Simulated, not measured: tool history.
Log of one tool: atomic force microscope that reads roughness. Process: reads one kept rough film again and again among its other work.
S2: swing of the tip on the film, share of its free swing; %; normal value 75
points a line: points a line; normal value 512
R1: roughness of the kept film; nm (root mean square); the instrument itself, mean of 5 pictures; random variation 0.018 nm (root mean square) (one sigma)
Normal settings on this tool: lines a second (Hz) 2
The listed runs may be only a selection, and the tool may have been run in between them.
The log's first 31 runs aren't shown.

{"day": 32.788, "done": "new tip fitted"}
{"run": 32, "day": 33.171, "lines a second (Hz)": 0.52, "S2": 83, "points a line": 335, "R1": 4.647}
{"run": 33, "day": 34.508, "lines a second (Hz)": 0.52, "S2": 83, "points a line": 335, "R1": 4.433}
{"day": 34.621, "done": "height scale calibrated on a step standard"}
{"run": 34, "day": 35.192, "lines a second (Hz)": 2.18, "S2": 86, "points a line": 482, "R1": 3.784}
{"run": 35, "day": 36.675, "lines a second (Hz)": 0.87, "S2": 77, "points a line": 404, "R1": 4.048}
{"day": 36.908, "done": "new tip fitted"}
{"run": 36, "day": 37.538, "lines a second (Hz)": 1.56, "S2": 75, "points a line": 404, "R1": 4.501}
{"day": 38.783, "done": "height scale calibrated on a step standard, once more"}
{"run": 37, "day": 38.867, "lines a second (Hz)": 1.56, "S2": 75, "points a line": 404, "R1": 4.133}
{"run": 38, "day": 39.612, "lines a second (Hz)": 2.56, "S2": 62, "points a line": 507, "R1": 4.091}
{"run": 39, "day": 40.692, "lines a second (Hz)": 1.05, "S2": 87, "points a line": 770, "R1": 3.762}
{"day": 41.075, "done": "new tip fitted"}
{"run": 40, "day": 41.458, "lines a second (Hz)": 1.05, "S2": 66, "points a line": 770, "R1": 4.643}
{"run": 41, "day": 42.712, "lines a second (Hz)": 2.22, "S2": 56, "points a line": 770, "R1": 4.359}
{"run": 42, "day": 44.142, "lines a second (Hz)": 2.22, "S2": 56, "points a line": 770, "R1": 4.132}
{"day": 45.229, "done": "new tip fitted"}
{"run": 43, "day": 45.554, "lines a second (Hz)": 2, "S2": 75, "points a line": 408, "R1": 4.334}
{"run": 44, "day": 46.892, "lines a second (Hz)": 2, "S2": 75, "points a line": 408, "R1": 4.105}
{"run": 45, "day": 48.379, "lines a second (Hz)": 2, "S2": 75, "points a line": 408, "R1": 3.861}
{"day": 49.317, "done": "new tip fitted"}
{"run": 46, "day": 49.783, "lines a second (Hz)": 2, "S2": 72, "points a line": 373, "R1": 4.377}
{"run": 47, "day": 51.146, "lines a second (Hz)": 3.35, "S2": 62, "points a line": 302, "R1": 4.131}
{"run": 48, "day": 52.433, "lines a second (Hz)": 3.35, "S2": 62, "points a line": 302, "R1": 3.929}
{"run": 49, "day": 53.233, "lines a second (Hz)": 2, "S2": 73, "points a line": 446, "R1": 3.764}
{"day": 53.375, "done": "new tip fitted"}
{"run": 50, "day": 54.4, "lines a second (Hz)": 1.73, "S2": 63, "points a line": 332, "R1": 4.385}
{"run": 51, "day": 55.442, "lines a second (Hz)": 1.73, "S2": 63, "points a line": 332, "R1": 4.216}
{"run": 52, "day": 56.308, "lines a second (Hz)": 3.82, "S2": 80, "points a line": 973, "R1": 3.403}

Alternative continuations, all from the tool just after run 52; predict every row:
{"run": "A", "day": 57.167, "lines a second (Hz)": 0.65, "S2": 80, "points a line": 723, "R1": "?"}
{"run": "B", "day": 57.167, "lines a second (Hz)": 0.83, "S2": 68, "points a line": 647, "R1": "?"}
{"run": "C", "day": 57.167, "lines a second (Hz)": 2, "S2": 56, "points a line": 512, "R1": "?"}

run=A R1=3.96
run=B R1=4
run=C R1=3.983
Without the tool's unlogged condition, the same runs would have read:
run=A R1=4.712
run=B R1=4.761
run=C R1=4.741
